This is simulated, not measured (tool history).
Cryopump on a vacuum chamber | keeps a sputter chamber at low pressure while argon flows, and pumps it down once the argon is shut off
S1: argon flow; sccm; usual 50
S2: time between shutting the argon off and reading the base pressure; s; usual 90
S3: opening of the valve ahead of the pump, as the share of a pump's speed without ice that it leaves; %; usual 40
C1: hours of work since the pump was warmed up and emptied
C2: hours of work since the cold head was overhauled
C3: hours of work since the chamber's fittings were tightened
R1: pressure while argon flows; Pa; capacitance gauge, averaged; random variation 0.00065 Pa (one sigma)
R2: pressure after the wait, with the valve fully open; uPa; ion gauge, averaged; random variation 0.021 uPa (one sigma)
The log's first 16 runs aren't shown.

run	hour	S1	S2	S3	C1	C2	C3	R1	R2
17	1167.4	50	90	40	364	1125	264	0.1103	0.60
18	1236.5	95	90	19	392	1153	292	0.4317	0.61
19	1334.6	42	45	19	432	1192	331	0.1902	0.94
20	1407.4	48	23	19	461	1222	361	0.2190	1.49
21	1474.4	56	110	23	488	1249	388	0.2118	0.62
22	1553.7	47	59	49	520	1280	420	0.0869	0.84
23	1613.2	50	59	31	544	1304	443	0.1434	0.81
24	1690.9	50	21	30	575	1336	475	0.1486	1.64
25	1777.6	50	21	30	610	1371	510	0.1491	1.68
26	1870.7	50	21	30	648	1408	547	0.1474	1.66
27	1970.3	50	21	30	688	1448	587	0.1501	1.73
28	2022.9	71	83	31	709	1470	609	0.2067	0.83
29	2079.2	71	83	31	732	1492	631	0.2064	0.79
# hour 2157.4: pump warmed up, emptied and cooled again
30	2168.1	50	36	40	4	1526	665	0.1059	1.19

Forecast run 31:
31	2253.2	50	36	40	39	1560	699	?	?

{"run 31": {"R1": 0.106, "R2": 1.18}}
Without the tool's hidden state the same run would have given R1 0.1049 Pa, R2 0.87 uPa.

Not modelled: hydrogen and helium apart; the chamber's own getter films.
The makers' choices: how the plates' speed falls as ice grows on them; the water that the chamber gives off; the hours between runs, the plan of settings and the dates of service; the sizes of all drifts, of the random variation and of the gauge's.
